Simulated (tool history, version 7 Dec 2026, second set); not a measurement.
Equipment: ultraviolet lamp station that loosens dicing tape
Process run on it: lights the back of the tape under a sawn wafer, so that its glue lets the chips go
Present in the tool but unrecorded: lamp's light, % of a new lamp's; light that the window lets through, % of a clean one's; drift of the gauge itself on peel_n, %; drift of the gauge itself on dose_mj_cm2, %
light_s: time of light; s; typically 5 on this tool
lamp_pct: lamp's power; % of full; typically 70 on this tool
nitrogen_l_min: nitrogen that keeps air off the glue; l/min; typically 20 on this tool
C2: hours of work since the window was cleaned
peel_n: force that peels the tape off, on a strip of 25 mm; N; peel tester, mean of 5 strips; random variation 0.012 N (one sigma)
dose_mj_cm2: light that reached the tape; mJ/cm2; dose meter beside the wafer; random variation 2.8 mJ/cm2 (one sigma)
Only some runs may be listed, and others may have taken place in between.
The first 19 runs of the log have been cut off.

{"run": 20, "hour": 139.4, "light_s": 4, "lamp_pct": 92, "nitrogen_l_min": 20, "hours of work of the lamp": 195, "C2": 8, "peel_n": 0.616, "dose_mj_cm2": 352}
{"run": 21, "hour": 144.1, "light_s": 5, "lamp_pct": 70, "nitrogen_l_min": 20, "hours of work of the lamp": 198, "C2": 11, "peel_n": 0.653, "dose_mj_cm2": 334}
{"run": 22, "hour": 148.8, "light_s": 5, "lamp_pct": 70, "nitrogen_l_min": 20, "hours of work of the lamp": 202, "C2": 14, "peel_n": 0.677, "dose_mj_cm2": 331}
{"run": 23, "hour": 157.1, "light_s": 6, "lamp_pct": 70, "nitrogen_l_min": 20, "hours of work of the lamp": 207, "C2": 20, "peel_n": 0.488, "dose_mj_cm2": 398}
{"run": 24, "hour": 161.0, "light_s": 6, "lamp_pct": 70, "nitrogen_l_min": 20, "hours of work of the lamp": 210, "C2": 22, "peel_n": 0.504, "dose_mj_cm2": 399}
{"run": 25, "hour": 165.7, "light_s": 6, "lamp_pct": 70, "nitrogen_l_min": 20, "hours of work of the lamp": 213, "C2": 26, "peel_n": 0.491, "dose_mj_cm2": 399}
{"run": 26, "hour": 172.3, "light_s": 7, "lamp_pct": 70, "nitrogen_l_min": 14, "hours of work of the lamp": 218, "C2": 30, "peel_n": 0.491, "dose_mj_cm2": 463}
{"run": 27, "hour": 177.7, "light_s": 7, "lamp_pct": 70, "nitrogen_l_min": 14, "hours of work of the lamp": 221, "C2": 34, "peel_n": 0.491, "dose_mj_cm2": 460}
{"hour": 184.7, "done": "window cleaned of glue's vapour, once more"}
{"run": 28, "hour": 186.3, "light_s": 7, "lamp_pct": 70, "nitrogen_l_min": 14, "hours of work of the lamp": 227, "C2": 1, "peel_n": 0.415, "dose_mj_cm2": 503}
{"run": 29, "hour": 191.4, "light_s": 3, "lamp_pct": 70, "nitrogen_l_min": 6, "hours of work of the lamp": 230, "C2": 5, "peel_n": 2.149, "dose_mj_cm2": 218}
{"run": 30, "hour": 199.5, "light_s": 2, "lamp_pct": 74, "nitrogen_l_min": 16, "hours of work of the lamp": 236, "C2": 10, "peel_n": 2.066, "dose_mj_cm2": 153}
{"run": 31, "hour": 207.3, "light_s": 5, "lamp_pct": 83, "nitrogen_l_min": 20, "hours of work of the lamp": 241, "C2": 15, "peel_n": 0.45, "dose_mj_cm2": 422}
{"run": 32, "hour": 212.0, "light_s": 5, "lamp_pct": 83, "nitrogen_l_min": 20, "hours of work of the lamp": 244, "C2": 19, "peel_n": 0.438, "dose_mj_cm2": 426}
{"run": 33, "hour": 217.1, "light_s": 5, "lamp_pct": 70, "nitrogen_l_min": 18, "hours of work of the lamp": 248, "C2": 22, "peel_n": 0.648, "dose_mj_cm2": 357}
{"run": 34, "hour": 221.0, "light_s": 6, "lamp_pct": 69, "nitrogen_l_min": 31, "hours of work of the lamp": 250, "C2": 25, "peel_n": 0.383, "dose_mj_cm2": 422}
{"run": 35, "hour": 227.7, "light_s": 6, "lamp_pct": 69, "nitrogen_l_min": 31, "hours of work of the lamp": 255, "C2": 29, "peel_n": 0.377, "dose_mj_cm2": 416}
{"run": 36, "hour": 232.6, "light_s": 4, "lamp_pct": 69, "nitrogen_l_min": 14, "hours of work of the lamp": 258, "C2": 33, "peel_n": 1.13, "dose_mj_cm2": 280}
{"run": 37, "hour": 237.7, "light_s": 4, "lamp_pct": 77, "nitrogen_l_min": 14, "hours of work of the lamp": 262, "C2": 36, "peel_n": 0.97, "dose_mj_cm2": 310}
{"run": 38, "hour": 245.3, "light_s": 5, "lamp_pct": 85, "nitrogen_l_min": 11, "hours of work of the lamp": 267, "C2": 41, "peel_n": 0.657, "dose_mj_cm2": 424}
{"run": 39, "hour": 253.2, "light_s": 10, "lamp_pct": 63, "nitrogen_l_min": 37, "hours of work of the lamp": 272, "C2": 47, "peel_n": 0.244, "dose_mj_cm2": 632}
{"run": 40, "hour": 261.3, "light_s": 3, "lamp_pct": 65, "nitrogen_l_min": 30, "hours of work of the lamp": 278, "C2": 52, "peel_n": 1.268, "dose_mj_cm2": 191}
{"run": 41, "hour": 267.2, "light_s": 2, "lamp_pct": 72, "nitrogen_l_min": 30, "hours of work of the lamp": 282, "C2": 56, "peel_n": 1.79, "dose_mj_cm2": 140}
{"run": 42, "hour": 274.1, "light_s": 7, "lamp_pct": 64, "nitrogen_l_min": 20, "hours of work of the lamp": 286, "C2": 61, "peel_n": 0.43, "dose_mj_cm2": 437}
{"run": 43, "hour": 282.7, "light_s": 7, "lamp_pct": 64, "nitrogen_l_min": 20, "hours of work of the lamp": 292, "C2": 67, "peel_n": 0.43, "dose_mj_cm2": 444}

Branching from run 43: 3 alternative next runs. What would each branch give?
{"run": "A", "hour": 289.5, "light_s": 7, "lamp_pct": 70, "nitrogen_l_min": 20, "hours of work of the lamp": 297, "C2": 71, "peel_n": "?", "dose_mj_cm2": "?"}
{"run": "B", "hour": 289.5, "light_s": 9, "lamp_pct": 73, "nitrogen_l_min": 14, "hours of work of the lamp": 297, "C2": 71, "peel_n": "?", "dose_mj_cm2": "?"}
{"run": "C", "hour": 289.5, "light_s": 5, "lamp_pct": 66, "nitrogen_l_min": 25, "hours of work of the lamp": 297, "C2": 71, "peel_n": "?", "dose_mj_cm2": "?"}

run=A peel_n=0.37 dose_mj_cm2=478
run=B peel_n=0.291 dose_mj_cm2=643
run=C peel_n=0.63 dose_mj_cm2=322
Stripped of hidden state, with their random variation kept, the same runs would have yielded:
run=A peel_n=0.313 dose_mj_cm2=535
run=B peel_n=0.256 dose_mj_cm2=720
run=C peel_n=0.521 dose_mj_cm2=361

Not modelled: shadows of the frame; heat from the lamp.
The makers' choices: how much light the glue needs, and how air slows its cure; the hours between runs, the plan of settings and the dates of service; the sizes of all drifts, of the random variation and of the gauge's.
